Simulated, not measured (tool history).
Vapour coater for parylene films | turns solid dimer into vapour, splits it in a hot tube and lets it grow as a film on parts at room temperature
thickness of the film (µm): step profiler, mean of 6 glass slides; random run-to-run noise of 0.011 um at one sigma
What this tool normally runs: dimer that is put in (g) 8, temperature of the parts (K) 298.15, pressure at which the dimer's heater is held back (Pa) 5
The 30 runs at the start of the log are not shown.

run    hour  dimer that is put in (g)  temperature of the parts (K)  pressure at which the dimer's heater is held back (Pa)  thickness of the film (µm)
 31  1761.5                        13                        303.15                                                    2.61                        3.42
 32  1822.2                         9                        293.15                                                    2.61                        3.67
 33  1872.6                         7                        291.15                                                    6.43                        2.88
 34  1905.7                         5                        304.15                                                    8.91                        1.12
 35    1969                        10                        295.15                                                    2.53                        3.75
     1985.4  -- trap's valve overhauled
 36  2018.5                        13                        295.15                                                    7.96                        4.38
 37  2066.5                         9                        296.15                                                       5                        3.01
 38  2142.7                        13                        298.15                                                    5.54                        3.97
 39  2193.3                         3                        302.15                                                       5                        0.77
 40  2229.9                         3                        302.15                                                       5                        0.78
 41    2287                         3                        302.15                                                       5                        0.77
 42  2341.2                         3                        302.15                                                       5                        0.75
 43  2412.6                         7                        296.15                                                    4.54                        2.35
 44  2446.2                         7                        296.15                                                    4.54                        2.37
 45  2527.3                         4                        296.15                                                    7.64                        1.28
 46  2602.6                         6                        306.15                                                    4.99                        1.29

Forecast each of these 5 alternatives for the next run:
  A  2653.3                         5                        308.15                                                    4.99                           ?
  B  2653.3                         4                        306.15                                                     2.7                           ?
  C  2653.3                         5                        304.15                                                   11.98                           ?
  D  2653.3                         8                        299.15                                                    3.78                           ?
  E  2653.3                         6                        306.15                                                    2.57                           ?

run  thickness of the film (µm)
  A                        0.96
  B                        0.91
  C                        1.07
  D                        2.39
  E                        1.34
What these runs would have given with no unlogged condition in the tool:
run  thickness of the film (µm)
  A                        0.99
  B                        0.94
  C                         1.1
  D                        2.45
  E                        1.38
